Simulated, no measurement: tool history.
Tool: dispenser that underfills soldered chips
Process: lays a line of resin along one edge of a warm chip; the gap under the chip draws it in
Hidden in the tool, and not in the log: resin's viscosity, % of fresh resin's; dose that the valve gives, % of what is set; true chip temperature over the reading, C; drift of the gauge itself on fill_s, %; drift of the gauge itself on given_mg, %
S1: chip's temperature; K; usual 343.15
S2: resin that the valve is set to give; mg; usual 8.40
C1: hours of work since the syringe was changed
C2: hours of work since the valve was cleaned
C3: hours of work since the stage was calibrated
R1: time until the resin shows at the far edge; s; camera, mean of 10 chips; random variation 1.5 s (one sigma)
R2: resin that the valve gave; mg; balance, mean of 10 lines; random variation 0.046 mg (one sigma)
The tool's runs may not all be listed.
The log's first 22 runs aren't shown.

run	hour	S1	S2	C1	C2	C3	R1	R2
# hour 153.7: new syringe of resin
23	156.4	355.15	8.40	2	111	198	88.8	7.84
24	165.1	355.15	8.40	7	117	204	111.4	7.84
# hour 171.0: new syringe of resin
25	171.0	355.15	8.40	0	120	207	84.5	7.89
26	177.7	355.15	8.40	4	124	212	101.8	7.81
27	185.3	355.15	8.40	9	129	217	121.8	7.81
# hour 188.2: new syringe of resin
# hour 190.6: dispensing valve cleaned and set on the balance
28	195.6	343.15	8.15	4	3	222	173.8	8.12
29	202.3	333.15	7.78	8	8	227	347.9	7.73
# hour 205.8: new syringe of resin
30	207.1	333.15	7.78	1	10	230	257.9	7.67
31	211.5	342.15	9.30	4	13	232	178.5	9.32
32	220.0	332.15	8.38	9	19	238	372.3	8.25
# hour 222.4: new syringe of resin
33	224.5	332.15	8.38	1	22	241	277.0	8.33
34	231.5	330.15	9.48	6	26	245	362.3	9.27
# hour 238.9: new syringe of resin
35	239.6	334.15	8.35	0	31	250	243.6	8.25

3 ways to go on from here, each from the tool as it stands after run 35. What would each give?
A	244.3	331.15	10.79	3	34	253	?	?
B	244.3	340.15	7.31	3	34	253	?	?
C	244.3	345.15	7.50	3	34	253	?	?

run	R1	R2
A	305.3	10.61
B	204.6	7.21
C	164.7	7.33
Without the tool's hidden state the same runs would have given:
run	R1	R2
A	249.8	10.84
B	166.8	7.36
C	134.4	7.48

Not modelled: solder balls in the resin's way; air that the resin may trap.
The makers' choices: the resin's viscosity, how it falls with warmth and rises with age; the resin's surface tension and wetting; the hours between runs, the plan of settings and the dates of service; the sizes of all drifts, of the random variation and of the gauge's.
